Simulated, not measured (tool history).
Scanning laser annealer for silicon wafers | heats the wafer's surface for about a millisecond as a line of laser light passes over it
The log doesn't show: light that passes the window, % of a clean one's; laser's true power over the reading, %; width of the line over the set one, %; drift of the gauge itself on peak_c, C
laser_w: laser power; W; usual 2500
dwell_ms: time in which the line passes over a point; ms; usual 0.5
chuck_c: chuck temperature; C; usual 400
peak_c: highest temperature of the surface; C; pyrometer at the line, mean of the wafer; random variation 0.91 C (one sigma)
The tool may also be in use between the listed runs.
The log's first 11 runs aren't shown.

run	day	laser_w	dwell_ms	chuck_c	hours of work since the window was cleaned	hours of work since the power meter was calibrated	hours of work since the optics were aligned	peak_c
12	3.617	2500	0.5	400	73	250	326	1234.6
13	3.842	2500	0.5	400	77	254	329	1232.6
14	4.204	2500	0.558	400	82	259	334	1274.1
15	4.596	2500	0.558	400	87	264	339	1276.7
16	4.825	2441	0.5	400	90	267	342	1216
17	5.125	2441	0.5	400	94	271	347	1214.1
18	5.508	2441	0.5	400	100	277	352	1214.3
19	5.942	2441	0.5	400	106	283	358	1215.2
20	6.246	2441	0.5	400	110	287	362	1213.9
21	6.621	2318	0.421	421	115	292	367	1141.6
22	6.992	2641	0.5	365	120	297	372	1240.9
23	7.212	2259	0.541	400	123	300	376	1185.6
24	7.554	2259	0.541	400	128	305	380	1187.9
25	7.862	2259	0.541	400	132	309	385	1186.4
26	8.175	2500	0.59	365	137	314	389	1260.6

The next listed run, before its measurement:
27	8.612	2500	0.59	365	143	320	395	?

Run 27 gave peak_c 1259.9 C.
Without the tool's hidden state the same run would have given peak_c 1271.3 C.
